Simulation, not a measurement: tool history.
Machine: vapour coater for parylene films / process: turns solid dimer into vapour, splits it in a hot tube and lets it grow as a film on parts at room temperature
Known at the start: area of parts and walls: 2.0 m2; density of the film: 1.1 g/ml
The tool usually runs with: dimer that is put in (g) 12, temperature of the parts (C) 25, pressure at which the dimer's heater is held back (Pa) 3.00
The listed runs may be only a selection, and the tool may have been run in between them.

run     day  dimer that is put in (g)  temperature of the parts (C)  pressure at which the dimer's heater is held back (Pa)  thickness of the film (um)
  1   0.000                        12                            25                                                    3.00                        2.80
  2   1.350                        12                            25                                                    3.00                        2.76
      2.442  -- trap's valve overhauled
  3   3.262                        10                            25                                                    3.00                        2.55
  4   5.488                        12                            25                                                    3.00                        2.94
  5   7.550                        12                            25                                                    3.00                        2.83
  6   8.912                        12                            25                                                    3.00                        2.78
  7  11.162                        12                            25                                                    2.93                        2.73
     12.529  -- trap's valve overhauled
  8  13.246                        12                            25                                                    2.93                        3.06
  9  14.725                        12                            25                                                    2.93                        3.10
 10  17.504                        12                            25                                                    2.93                        2.96
 11  19.046                        12                            25                                                    2.93                        2.86
 12  21.108                        12                            25                                                    2.93                        2.82
     22.679  -- trap's valve overhauled
 13  24.062                        12                            25                                                    2.93                        3.14

Run 14, settings as shown, results not yet in. Your forecast:
 14  27.183                         7                            30                                                    4.17                           ?

Run 14 gave thickness of the film (um) 1.28.
With the hidden condition absent and the run-to-run variation left alone, this run would have shown thickness of the film (um) 1.33.
